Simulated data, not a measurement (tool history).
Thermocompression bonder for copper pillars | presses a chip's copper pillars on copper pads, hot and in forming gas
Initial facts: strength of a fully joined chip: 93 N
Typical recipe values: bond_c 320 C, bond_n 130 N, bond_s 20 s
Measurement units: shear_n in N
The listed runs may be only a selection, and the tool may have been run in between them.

Run 1, day 0.000: usual settings. Result: shear_n 48.0 N.
Run 2, day 3.192: usual settings. Result: shear_n 48.0 N.
Run 3, day 4.846: usual settings. Result: shear_n 47.9 N.
Run 4, day 6.738: usual settings but bond_s 31 s. Result: shear_n 54.4 N.
Run 5, day 9.729: usual settings but bond_s 31 s. Result: shear_n 53.3 N.
Run 6, day 11.925: usual settings but bond_s 31 s. Result: shear_n 53.3 N.
At day 12.238: heater calibrated with a thermocouple chip.
Run 7, day 13.829: usual settings but bond_s 31 s. Result: shear_n 54.5 N.
Run 8, day 15.904: usual settings but bond_s 31 s. Result: shear_n 54.2 N.
At day 16.488: forming gas filter changed.
Run 9, day 18.567: usual settings but bond_s 31 s. Result: shear_n 57.0 N.
Run 10, day 21.404: usual settings but bond_c 337 C, bond_n 94 N. Result: shear_n 50.1 N.
Run 11, day 22.850: usual settings but bond_c 337 C, bond_n 94 N. Result: shear_n 50.4 N.
Run 12, day 26.238: usual settings but bond_c 337 C, bond_n 94 N. Result: shear_n 49.4 N.
At day 29.183: heater calibrated with a thermocouple chip, once more.
Run 13, day 29.479: usual settings but bond_c 337 C, bond_n 94 N. Result: shear_n 43.7 N.
Run 14, day 32.512: usual settings but bond_c 342 C, bond_n 160 N, bond_s 45 s. Result: shear_n 70.0 N.
At day 33.154: forming gas filter changed.
Run 15, day 35.533: usual settings but bond_c 334 C, bond_n 137 N, bond_s 45 s. Result: shear_n 67.0 N.
Run 16, day 38.033: usual settings but bond_c 334 C, bond_n 137 N, bond_s 45 s. Result: shear_n 66.2 N.

Selected run-to-run steps in shear_n, each split into two signed amounts: the part the tool would show with no hidden state at all (from settings, incoming material and random variation), and the remainder, which goes to the hidden state together with any gauge scatter not common to the measured and the hidden-state-free results:
The tool's hidden condition here consists of: true temperature of the bond over the reading, C; force that reaches the chip, % of what is set; oxide that the forming gas leaves, % of the face; drift of the gauge itself on shear_n, %.
Run 12 -> 13: heater calibrated with a thermocouple chip, once more. shear_n -5.7 N: hidden state -5.7, all else +0.0.
Run 13 -> 14: bond_c 337 -> 342, bond_n 94 -> 160, bond_s 20 -> 45. shear_n +26.3 N: hidden state -2.1, all else +28.4.
